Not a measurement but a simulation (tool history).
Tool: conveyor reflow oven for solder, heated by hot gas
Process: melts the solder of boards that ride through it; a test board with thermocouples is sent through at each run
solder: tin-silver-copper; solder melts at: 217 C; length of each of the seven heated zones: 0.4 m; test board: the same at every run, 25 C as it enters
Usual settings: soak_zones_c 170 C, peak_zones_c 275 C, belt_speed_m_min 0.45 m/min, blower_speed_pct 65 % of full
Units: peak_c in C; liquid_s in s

Run 1, hour 0: usual settings. Result: peak_c 255.2 C, liquid_s 79.5 s.
Run 2, hour 46.2: usual settings. Result: peak_c 255 C, liquid_s 79.6 s.
Run 3, hour 90: usual settings. Result: peak_c 255.4 C, liquid_s 79.7 s.
Run 4, hour 132.6: usual settings. Result: peak_c 255.6 C, liquid_s 80.1 s.
Run 5, hour 171: usual settings. Result: peak_c 255.4 C, liquid_s 79.8 s.
Run 6, hour 201.7: usual settings. Result: peak_c 254.9 C, liquid_s 79.9 s.
Run 7, hour 260.2: usual settings. Result: peak_c 255.1 C, liquid_s 79.2 s.
Run 8, hour 302.7: usual settings. Result: peak_c 254.8 C, liquid_s 80.1 s.
Run 9, hour 344.1: usual settings. Result: peak_c 254.8 C, liquid_s 79 s.
Run 10, hour 409.4: usual settings. Result: peak_c 254.8 C, liquid_s 79.3 s.
Run 11, hour 457.5: usual settings. Result: peak_c 255.2 C, liquid_s 79.5 s.
Run 12, hour 529.8: usual settings. Result: peak_c 255.3 C, liquid_s 79.2 s.
Run 13, hour 561.1: usual settings. Result: peak_c 255.2 C, liquid_s 79.5 s.
Run 14, hour 626.6: usual settings but soak_zones_c 168 C. Result: peak_c 254.6 C, liquid_s 78.2 s.
Run 15, hour 663.1: usual settings but soak_zones_c 168 C, blower_speed_pct 83 % of full. Result: peak_c 258.4 C, liquid_s 82.9 s.
Run 16, hour 712.6: usual settings but peak_zones_c 282 C, belt_speed_m_min 0.385 m/min, blower_speed_pct 90 % of full. Result: peak_c 270.8 C, liquid_s 109.6 s.
Run 17, hour 767.8: usual settings but peak_zones_c 287 C, blower_speed_pct 52 % of full. Result: peak_c 261.7 C, liquid_s 84.5 s.
Run 18, hour 833.1: usual settings but soak_zones_c 178 C, belt_speed_m_min 0.428 m/min. Result: peak_c 258.5 C, liquid_s 90.9 s.
Run 19, hour 894.5: usual settings but soak_zones_c 178 C, belt_speed_m_min 0.428 m/min. Result: peak_c 258.2 C, liquid_s 91.4 s.
Run 20, hour 954.2: usual settings but soak_zones_c 155 C, peak_zones_c 265 C, belt_speed_m_min 0.364 m/min. Result: peak_c 250.9 C, liquid_s 88.9 s.
Run 21, hour 1024.1: usual settings but soak_zones_c 155 C, peak_zones_c 265 C, belt_speed_m_min 0.364 m/min. Result: peak_c 250.9 C, liquid_s 89.7 s.
Run 22, hour 1089.8: usual settings but soak_zones_c 155 C, peak_zones_c 265 C, belt_speed_m_min 0.364 m/min. Result: peak_c 251.2 C, liquid_s 89.1 s.
Run 23, hour 1122.2: usual settings but peak_zones_c 268 C, belt_speed_m_min 0.457 m/min, blower_speed_pct 58 % of full. Result: peak_c 246.8 C, liquid_s 68.8 s.
Run 24, hour 1181.5: usual settings but soak_zones_c 174 C, peak_zones_c 280 C, belt_speed_m_min 0.513 m/min, blower_speed_pct 67 % of full. Result: peak_c 255.1 C, liquid_s 70.2 s.
Run 25, hour 1231.8: usual settings but soak_zones_c 174 C, peak_zones_c 280 C, belt_speed_m_min 0.513 m/min, blower_speed_pct 67 % of full. Result: peak_c 255.7 C, liquid_s 70.6 s.
Run 26, hour 1279.8: usual settings but soak_zones_c 174 C, peak_zones_c 280 C, belt_speed_m_min 0.513 m/min, blower_speed_pct 67 % of full. Result: peak_c 255.7 C, liquid_s 70.5 s.
Run 27, hour 1324.8: usual settings but belt_speed_m_min 0.449 m/min, blower_speed_pct 68 % of full. Result: peak_c 256.2 C, liquid_s 80.6 s.
Run 28, hour 1352.6: usual settings but peak_zones_c 266 C, belt_speed_m_min 0.486 m/min, blower_speed_pct 83 % of full. Result: peak_c 248.3 C, liquid_s 68.1 s.
Run 29, hour 1416.3: usual settings but soak_zones_c 184 C, belt_speed_m_min 0.376 m/min. Result: peak_c 263.7 C, liquid_s 113.5 s.
Run 30, hour 1447.2: usual settings but soak_zones_c 172 C, belt_speed_m_min 0.376 m/min, blower_speed_pct 78 % of full. Result: peak_c 263.8 C, liquid_s 107.4 s.

Not shown: 5 entries that the log had between the listed runs. Between which runs, and how does the tool's hidden state differ before and after?
Between runs 1 and 2: flux residue cleaned out of gas plates and filters (hour 46.2)
  heat that the gas passes to the board, % of a clean oven's: 99.7 -> 100; true gas temperature in zones 6 and 7 over the reading, C: 0.15 -> 0.16
Between runs 7 and 8: thermocouples of zones 6 and 7 changed (hour 273.6)
  true gas temperature in zones 6 and 7 over the reading, C: 0.18 -> 0.01
Between runs 11 and 12: belt drive overhauled, speed set with a stopwatch (hour 482.4); flux residue cleaned out of gas plates and filters (hour 526.7)
  heat that the gas passes to the board, % of a clean oven's: 99.7 -> 100; belt's true speed, % of the reading: 99.94 -> 100; true gas temperature in zones 6 and 7 over the reading, C: 0.02 -> 0.03
Between runs 20 and 21: flux residue cleaned out of gas plates and filters (hour 998.8)
  heat that the gas passes to the board, % of a clean oven's: 99.7 -> 100; true gas temperature in zones 6 and 7 over the reading, C: 0.08 -> 0.09

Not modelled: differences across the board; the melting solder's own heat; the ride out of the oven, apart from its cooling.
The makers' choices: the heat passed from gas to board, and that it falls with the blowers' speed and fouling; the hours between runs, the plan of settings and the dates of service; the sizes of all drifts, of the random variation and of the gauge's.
